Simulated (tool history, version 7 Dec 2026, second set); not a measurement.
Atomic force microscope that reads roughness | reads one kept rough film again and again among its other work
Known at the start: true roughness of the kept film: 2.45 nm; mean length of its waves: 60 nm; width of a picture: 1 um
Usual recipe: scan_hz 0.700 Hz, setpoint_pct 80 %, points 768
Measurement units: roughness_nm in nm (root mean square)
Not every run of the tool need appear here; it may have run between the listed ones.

run  hour  scan_hz  setpoint_pct  points  roughness_nm
  1   0.0    0.700            80     768         2.225
      1.4  -- new tip fitted
  2   7.9    0.700            80     768         2.271
  3  14.7    1.104            80     768         2.214
  4  21.4    1.104            80     768         2.225
  5  26.0    0.700            80     768         2.272
  6  31.7    0.700            76     768         2.291
  7  40.3    0.700            85     904         2.245
  8  46.8    0.515            88     899         2.266
  9  53.3    0.775            71     466         2.293

Run 10 comes next. What will it give?
 10  59.5    0.954            71     401             ?

{"run 10": {"roughness_nm": 2.277}}
Had the tool carried no hidden state, the very same run would have given roughness_nm 2.308 nm (root mean square).

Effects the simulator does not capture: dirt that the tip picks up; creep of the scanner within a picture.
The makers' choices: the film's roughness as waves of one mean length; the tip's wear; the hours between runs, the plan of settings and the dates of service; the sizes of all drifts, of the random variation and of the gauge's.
